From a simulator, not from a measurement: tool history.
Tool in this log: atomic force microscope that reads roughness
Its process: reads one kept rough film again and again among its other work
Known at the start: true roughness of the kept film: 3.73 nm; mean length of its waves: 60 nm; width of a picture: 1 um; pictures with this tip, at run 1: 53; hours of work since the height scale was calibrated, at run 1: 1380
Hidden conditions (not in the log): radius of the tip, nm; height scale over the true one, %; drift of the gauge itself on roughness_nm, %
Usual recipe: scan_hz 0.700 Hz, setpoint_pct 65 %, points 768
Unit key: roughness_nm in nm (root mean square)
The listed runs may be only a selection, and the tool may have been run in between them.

| run | hour | scan_hz | setpoint_pct | points | pictures with this tip | hours of work since the height scale was calibrated | roughness_nm |
|---|---|---|---|---|---|---|---|
| 1 | 0.0 | 0.700 | 65 | 768 | 53 | 1380 | 3.563 |
| 2 | 61.7 | 0.700 | 65 | 768 | 131 | 1409 | 3.493 |
|  | 120.3 | new tip fitted |
| 3 | 121.4 | 0.700 | 65 | 768 | 2 | 1436 | 3.596 |
| 4 | 181.6 | 0.700 | 65 | 768 | 77 | 1464 | 3.549 |
| 5 | 228.6 | 0.700 | 65 | 768 | 136 | 1486 | 3.507 |
|  | 284.8 | new tip fitted |
| 6 | 298.7 | 0.700 | 65 | 377 | 18 | 1518 | 3.575 |
| 7 | 358.4 | 0.700 | 65 | 377 | 92 | 1546 | 3.524 |
|  | 363.8 | height scale calibrated on a step standard |
| 8 | 419.1 | 0.527 | 65 | 768 | 167 | 26 | 3.527 |
|  | 446.3 | new tip fitted |
| 9 | 456.8 | 0.700 | 65 | 630 | 13 | 43 | 3.617 |
| 10 | 522.1 | 0.700 | 65 | 630 | 94 | 73 | 3.551 |
| 11 | 590.7 | 0.700 | 68 | 768 | 180 | 105 | 3.466 |
|  | 609.7 | new tip fitted |
| 12 | 657.4 | 1.407 | 68 | 768 | 60 | 135 | 3.475 |
| 13 | 745.4 | 0.700 | 61 | 768 | 170 | 176 | 3.532 |
|  | 774.3 | new tip fitted |
| 14 | 802.3 | 1.852 | 61 | 806 | 35 | 202 | 3.505 |
|  | 879.7 | height scale calibrated on a step standard, once more |
| 15 | 884.5 | 0.700 | 82 | 830 | 136 | 2 | 3.351 |
|  | 941.6 | new tip fitted |
| 16 | 947.1 | 1.091 | 62 | 768 | 7 | 31 | 3.536 |
| 17 | 996.8 | 0.846 | 75 | 277 | 69 | 54 | 3.408 |
| 18 | 1035.3 | 3.036 | 58 | 256 | 117 | 72 | 3.342 |
|  | 1102.4 | new tip fitted |
| 19 | 1107.9 | 3.036 | 58 | 256 | 7 | 105 | 3.393 |
| 20 | 1172.5 | 3.036 | 55 | 256 | 88 | 135 | 3.385 |
| 21 | 1249.1 | 1.397 | 74 | 823 | 184 | 170 | 3.286 |
|  | 1263.5 | new tip fitted |
| 22 | 1306.7 | 0.748 | 62 | 782 | 55 | 197 | 3.555 |
| 23 | 1343.3 | 0.549 | 87 | 355 | 100 | 213 | 3.393 |

Here are 5 independent what-if runs from the current tool condition. What would each one return?
|  | 1427.3 | new tip fitted |
| A | 1433.0 | 1.308 | 61 | 768 | 7 | 255 | ? |
|  | 1427.3 | new tip fitted |
| B | 1433.0 | 1.224 | 66 | 499 | 7 | 255 | ? |
|  | 1427.3 | new tip fitted |
| C | 1433.0 | 2.261 | 90 | 712 | 7 | 255 | ? |
|  | 1427.3 | new tip fitted |
| D | 1433.0 | 1.263 | 65 | 558 | 7 | 255 | ? |
|  | 1427.3 | new tip fitted |
| E | 1433.0 | 2.493 | 87 | 261 | 7 | 255 | ? |

| run | roughness_nm |
|---|---|
| A | 3.513 |
| B | 3.481 |
| C | 2.839 |
| D | 3.501 |
| E | 2.866 |
Had the tool no hidden state, the same runs would have come out as:
| run | roughness_nm |
|---|---|
| A | 3.519 |
| B | 3.488 |
| C | 2.844 |
| D | 3.507 |
| E | 2.871 |
